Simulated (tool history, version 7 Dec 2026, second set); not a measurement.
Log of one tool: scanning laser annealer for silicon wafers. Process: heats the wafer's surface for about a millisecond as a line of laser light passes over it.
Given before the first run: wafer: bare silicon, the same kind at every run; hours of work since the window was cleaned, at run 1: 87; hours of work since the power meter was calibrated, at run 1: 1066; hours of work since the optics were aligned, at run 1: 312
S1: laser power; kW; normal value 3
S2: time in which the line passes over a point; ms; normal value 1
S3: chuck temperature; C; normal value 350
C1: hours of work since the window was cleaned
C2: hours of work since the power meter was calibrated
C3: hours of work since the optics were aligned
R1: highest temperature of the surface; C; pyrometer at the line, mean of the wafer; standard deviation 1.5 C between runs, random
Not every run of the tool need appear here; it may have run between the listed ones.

| run | hour | S1 | S2 | S3 | C1 | C2 | C3 | R1 |
|---|---|---|---|---|---|---|---|---|
| 1 | 0 | 3 | 1 | 350 | 87 | 1066 | 312 | 1161 |
| 2 | 81 | 3 | 1 | 370 | 125 | 1104 | 350 | 1181 |
| 3 | 119 | 3 | 1 | 370 | 143 | 1122 | 367 | 1179 |
| 4 | 162.1 | 3 | 1 | 370 | 163 | 1142 | 388 | 1178 |
| 5 | 230.1 | 2.945 | 1 | 350 | 195 | 1174 | 420 | 1141 |
| 6 | 271.3 | 2.945 | 1 | 365 | 214 | 1193 | 439 | 1153 |
| 7 | 333.4 | 2.945 | 1 | 365 | 243 | 1222 | 468 | 1152 |
| 8 | 395.6 | 3.072 | 1 | 350 | 272 | 1252 | 497 | 1180 |
| 9 | 441.6 | 3.072 | 1 | 350 | 294 | 1273 | 519 | 1179 |
| 10 | 477.2 | 3 | 1 | 356 | 311 | 1290 | 535 | 1161 |
| 11 | 513.5 | 2.78 | 1 | 356 | 328 | 1307 | 552 | 1086 |
| 12 | 552.6 | 2.78 | 1 | 356 | 346 | 1325 | 571 | 1086 |
| 13 | 590.3 | 2.78 | 1 | 356 | 364 | 1343 | 588 | 1084 |
| 14 | 646 | 2.78 | 1 | 363 | 390 | 1369 | 615 | 1091 |
| 15 | 701.8 | 2.78 | 1 | 383 | 416 | 1395 | 641 | 1113 |
| 16 | 744.2 | 2.78 | 1 | 383 | 436 | 1415 | 661 | 1111 |
| 17 | 795.3 | 2.78 | 1 | 383 | 460 | 1439 | 685 | 1109 |
| 18 | 862.9 | 2.78 | 1 | 383 | 491 | 1471 | 716 | 1108 |
| 19 | 905.1 | 2.78 | 1 | 383 | 511 | 1491 | 736 | 1107 |
| 20 | 973.6 | 2.78 | 0.7 | 383 | 543 | 1523 | 768 | 968 |
| 21 | 1031 | 3.149 | 0.83 | 325 | 570 | 1550 | 795 | 1082 |
| 22 | 1082.6 | 3.084 | 1 | 350 | 594 | 1574 | 819 | 1171 |
|  | 1095 | window over the wafer cleaned |
| 23 | 1153 | 3 | 1 | 328 | 27 | 1606 | 851 | 1137 |
| 24 | 1228.5 | 2.955 | 1 | 373 | 63 | 1641 | 887 | 1166 |
| 25 | 1263.9 | 2.955 | 1 | 373 | 79 | 1658 | 903 | 1162 |
| 26 | 1339.1 | 2.594 | 1 | 342 | 114 | 1693 | 939 | 1014 |
| 27 | 1393 | 2.594 | 1 | 342 | 140 | 1718 | 964 | 1015 |
| 28 | 1475 | 2.882 | 0.86 | 335 | 178 | 1757 | 1002 | 1040 |
| 29 | 1518.4 | 2.882 | 0.86 | 335 | 199 | 1777 | 1023 | 1034 |
| 30 | 1584.6 | 2.661 | 1.09 | 387 | 230 | 1808 | 1054 | 1111 |
| 31 | 1631.2 | 3.227 | 1.09 | 384 | 251 | 1830 | 1076 | 1305 |
| 32 | 1668.5 | 3.227 | 1.09 | 384 | 269 | 1848 | 1093 | 1302 |
| 33 | 1713.1 | 2.829 | 0.82 | 349 | 290 | 1869 | 1114 | 1012 |
| 34 | 1746.7 | 2.555 | 0.86 | 328 | 306 | 1884 | 1130 | 928 |
| 35 | 1800.9 | 3.213 | 1 | 389 | 331 | 1910 | 1155 | 1258 |
|  | 1815.2 | optics aligned, line set to its width |
| 36 | 1852.1 | 3.017 | 1.01 | 344 | 353 | 1931 | 17 | 1170 |
| 37 | 1898.5 | 3.017 | 1.01 | 344 | 375 | 1953 | 39 | 1170 |
| 38 | 1978.3 | 3.017 | 1.01 | 344 | 412 | 1991 | 76 | 1164 |
| 39 | 2011.8 | 2.641 | 0.83 | 331 | 428 | 2006 | 92 | 953 |
| 40 | 2082.7 | 2.726 | 1.24 | 350 | 461 | 2040 | 125 | 1161 |

Hidden condition of the tool, last listed run before each entry between runs versus first listed run after:
Runs 22 to 23: window over the wafer cleaned (hour 1095)
  light that passes the window, % of a clean one's: 97.98 -> 99.58; laser's true power over the reading, %: 1.65 -> 1.68; width of the line over the set one, %: 2.68 -> 2.77
  measured less the result without the state, R1: -19 -> -2 C
Runs 35 to 36: optics aligned, line set to its width (hour 1815.2)
  light that passes the window, % of a clean one's: 98.63 -> 98.56; laser's true power over the reading, %: 1.93 -> 1.95; width of the line over the set one, %: 3.64 -> 0.3
  measured less the result without the state, R1: -15 -> +3 C

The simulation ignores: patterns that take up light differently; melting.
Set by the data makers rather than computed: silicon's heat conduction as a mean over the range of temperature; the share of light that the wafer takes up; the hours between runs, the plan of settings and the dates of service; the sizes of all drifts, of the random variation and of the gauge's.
